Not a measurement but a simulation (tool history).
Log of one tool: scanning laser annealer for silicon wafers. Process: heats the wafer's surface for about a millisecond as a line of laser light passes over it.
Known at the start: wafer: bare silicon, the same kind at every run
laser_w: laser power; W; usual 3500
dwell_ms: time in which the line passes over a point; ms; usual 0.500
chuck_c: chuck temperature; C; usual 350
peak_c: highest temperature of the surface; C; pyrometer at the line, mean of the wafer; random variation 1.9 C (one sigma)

run,hour,laser_w,dwell_ms,chuck_c,peak_c
1,0.0,3500,0.500,350,1131
2,25.1,3500,0.424,350,1067
3,38.8,3426,0.500,350,1118
4,52.0,3500,0.500,350,1133
5,67.6,3500,0.500,350,1134
6,80.0,3500,0.500,350,1131
7,98.6,3500,0.500,350,1133
8,110.4,3500,0.448,350,1084
9,124.6,3500,0.448,350,1087
10,146.7,3500,0.448,350,1086
# hour 151.2: laser's power meter calibrated
11,163.4,3500,0.448,366,1100
12,177.4,3500,0.500,350,1126
13,200.4,3500,0.500,350,1124
# hour 211.5: laser's power meter calibrated, once more
14,214.9,3641,0.500,350,1159
15,229.8,3641,0.463,350,1130
16,247.2,3641,0.463,350,1126
17,261.2,3500,0.500,324,1101
18,283.9,3500,0.500,324,1103
19,304.7,3500,0.500,324,1101
20,319.1,3500,0.500,324,1099
21,341.1,3500,0.400,375,1066
22,358.6,3218,0.368,331,930
23,374.4,3555,0.611,351,1226
24,385.9,3555,0.611,351,1220

The next listed run, before its measurement:
25,404.6,3788,0.539,351,?

peak_c: 1227 C
Without the tool's hidden state the same run would have given peak_c 1259 C.
